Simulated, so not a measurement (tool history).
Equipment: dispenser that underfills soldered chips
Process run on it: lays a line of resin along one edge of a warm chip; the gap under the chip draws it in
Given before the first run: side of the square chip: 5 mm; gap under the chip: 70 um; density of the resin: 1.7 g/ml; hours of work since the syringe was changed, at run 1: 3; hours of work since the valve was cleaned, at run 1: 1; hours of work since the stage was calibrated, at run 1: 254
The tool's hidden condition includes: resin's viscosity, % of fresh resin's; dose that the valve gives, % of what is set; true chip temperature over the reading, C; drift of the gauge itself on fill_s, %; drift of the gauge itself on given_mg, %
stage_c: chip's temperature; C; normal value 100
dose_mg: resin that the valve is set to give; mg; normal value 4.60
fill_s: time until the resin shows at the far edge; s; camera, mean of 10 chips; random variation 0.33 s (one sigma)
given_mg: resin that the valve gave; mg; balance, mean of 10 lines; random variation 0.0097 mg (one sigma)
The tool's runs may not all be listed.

| run | hour | stage_c | dose_mg | hours of work since the syringe was changed | hours of work since the valve was cleaned | hours of work since the stage was calibrated | fill_s | given_mg |
|---|---|---|---|---|---|---|---|---|
| 1 | 0.0 | 100 | 4.60 | 3 | 1 | 254 | 17.9 | 4.610 |
|  | 5.1 | new syringe of resin |
| 2 | 9.7 | 100 | 4.60 | 3 | 7 | 260 | 18.3 | 4.578 |
|  | 14.8 | new syringe of resin |
| 3 | 22.8 | 99 | 4.60 | 5 | 16 | 268 | 22.2 | 4.556 |
|  | 24.3 | new syringe of resin |
|  | 33.9 | new syringe of resin |
| 4 | 36.6 | 99 | 4.60 | 2 | 25 | 277 | 17.1 | 4.499 |
|  | 43.6 | new syringe of resin |
| 5 | 48.5 | 100 | 4.60 | 3 | 32 | 285 | 18.5 | 4.487 |
|  | 52.7 | new syringe of resin |
| 6 | 55.8 | 100 | 4.60 | 2 | 37 | 289 | 16.9 | 4.463 |
|  | 62.3 | new syringe of resin |
|  | 63.3 | dispensing valve cleaned and set on the balance |
| 7 | 66.7 | 109 | 4.60 | 2 | 2 | 296 | 12.6 | 4.558 |
|  | 72.5 | new syringe of resin |
| 8 | 74.7 | 109 | 4.26 | 1 | 7 | 301 | 12.3 | 4.239 |
|  | 82.1 | new syringe of resin |
| 9 | 84.6 | 109 | 4.26 | 2 | 14 | 307 | 12.6 | 4.199 |
|  | 91.7 | new syringe of resin |
| 10 | 99.8 | 109 | 4.26 | 5 | 24 | 317 | 15.7 | 4.182 |
|  | 101.5 | new syringe of resin |
| 11 | 108.9 | 109 | 4.26 | 5 | 29 | 323 | 15.2 | 4.161 |
|  | 111.4 | new syringe of resin |
|  | 121.2 | new syringe of resin |
| 12 | 125.3 | 109 | 4.26 | 3 | 40 | 333 | 12.4 | 4.115 |
|  | 127.6 | dispensing valve cleaned and set on the balance |
|  | 132.0 | new syringe of resin |
|  | 141.2 | new syringe of resin |
| 13 | 142.0 | 109 | 4.26 | 1 | 9 | 343 | 11.4 | 4.186 |
|  | 150.2 | new syringe of resin |
| 14 | 157.5 | 109 | 5.24 | 5 | 19 | 354 | 14.1 | 5.134 |
|  | 159.9 | new syringe of resin |
|  | 169.3 | new syringe of resin |
| 15 | 170.1 | 115 | 4.60 | 1 | 27 | 362 | 9.5 | 4.473 |
|  | 178.5 | new syringe of resin |
|  | 187.5 | new syringe of resin |
| 16 | 187.5 | 115 | 4.50 | 0 | 38 | 373 | 8.4 | 4.319 |
|  | 193.0 | dispensing valve cleaned and set on the balance |
|  | 197.7 | new syringe of resin |
| 17 | 201.2 | 100 | 3.94 | 2 | 5 | 381 | 18.7 | 3.906 |
|  | 206.8 | new syringe of resin |
| 18 | 212.1 | 106 | 4.07 | 4 | 12 | 388 | 15.6 | 4.019 |
|  | 216.4 | new syringe of resin |
|  | 225.9 | new syringe of resin |
| 19 | 228.3 | 106 | 4.07 | 2 | 23 | 398 | 12.9 | 3.994 |
|  | 234.9 | new syringe of resin |
|  | 241.3 | stage's temperature calibrated |
|  | 245.5 | new syringe of resin |
| 20 | 245.5 | 92 | 3.92 | 0 | 33 | 3 | 20.7 | 3.782 |
| 21 | 252.9 | 92 | 3.92 | 5 | 38 | 7 | 28.1 | 3.798 |
|  | 254.6 | new syringe of resin |
|  | 259.2 | dispensing valve cleaned and set on the balance |
|  | 265.6 | new syringe of resin |
| 22 | 270.8 | 92 | 3.92 | 3 | 7 | 18 | 25.6 | 3.888 |
|  | 274.9 | new syringe of resin |
| 23 | 283.3 | 90 | 4.87 | 6 | 16 | 26 | 29.5 | 4.811 |
|  | 284.7 | new syringe of resin |
|  | 294.8 | new syringe of resin |
| 24 | 299.5 | 112 | 4.10 | 3 | 26 | 37 | 11.5 | 4.031 |
|  | 304.6 | new syringe of resin |
|  | 313.8 | new syringe of resin |
| 25 | 316.6 | 110 | 5.47 | 2 | 37 | 48 | 11.3 | 5.299 |
|  | 323.3 | new syringe of resin |
|  | 324.3 | dispensing valve cleaned and set on the balance |
| 26 | 332.8 | 85 | 5.10 | 6 | 6 | 57 | 37.7 | 5.077 |
|  | 334.2 | new syringe of resin |
|  | 343.8 | new syringe of resin |
| 27 | 344.6 | 85 | 5.10 | 1 | 13 | 65 | 27.6 | 5.053 |
| 28 | 351.7 | 106 | 4.60 | 5 | 18 | 70 | 17.1 | 4.530 |
|  | 353.0 | new syringe of resin |
|  | 362.2 | new syringe of resin |
| 29 | 369.0 | 100 | 4.46 | 5 | 29 | 81 | 19.5 | 4.353 |
|  | 371.2 | new syringe of resin |
| 30 | 379.2 | 100 | 4.46 | 5 | 35 | 87 | 21.3 | 4.321 |
|  | 380.7 | new syringe of resin |
|  | 388.5 | dispensing valve cleaned and set on the balance |
|  | 391.6 | new syringe of resin |
| 31 | 394.3 | 100 | 4.46 | 2 | 4 | 96 | 16.9 | 4.441 |
|  | 401.1 | new syringe of resin |
| 32 | 403.1 | 100 | 5.87 | 1 | 9 | 102 | 15.9 | 5.821 |

Alternative continuations, all from the tool just after run 32; predict every row:
|  | 410.8 | new syringe of resin |
| A | 412.4 | 104 | 4.22 | 1 | 15 | 108 | ? | ? |
|  | 410.8 | new syringe of resin |
| B | 412.4 | 107 | 5.77 | 1 | 15 | 108 | ? | ? |
|  | 410.8 | new syringe of resin |
| C | 412.4 | 94 | 4.16 | 1 | 15 | 108 | ? | ? |
|  | 410.8 | new syringe of resin |
| D | 412.4 | 113 | 5.89 | 1 | 15 | 108 | ? | ? |
|  | 410.8 | new syringe of resin |
| E | 412.4 | 100 | 5.19 | 1 | 15 | 108 | ? | ? |

| run | fill_s | given_mg |
|---|---|---|
| A | 14.0 | 4.153 |
| B | 11.7 | 5.677 |
| C | 20.0 | 4.112 |
| D | 9.2 | 5.801 |
| E | 15.8 | 5.111 |
The same runs, with their run-to-run variation unchanged, on a tool lacking any hidden condition would have given:
| run | fill_s | given_mg |
|---|---|---|
| A | 12.9 | 4.214 |
| B | 10.8 | 5.761 |
| C | 18.4 | 4.173 |
| D | 8.4 | 5.887 |
| E | 14.6 | 5.187 |

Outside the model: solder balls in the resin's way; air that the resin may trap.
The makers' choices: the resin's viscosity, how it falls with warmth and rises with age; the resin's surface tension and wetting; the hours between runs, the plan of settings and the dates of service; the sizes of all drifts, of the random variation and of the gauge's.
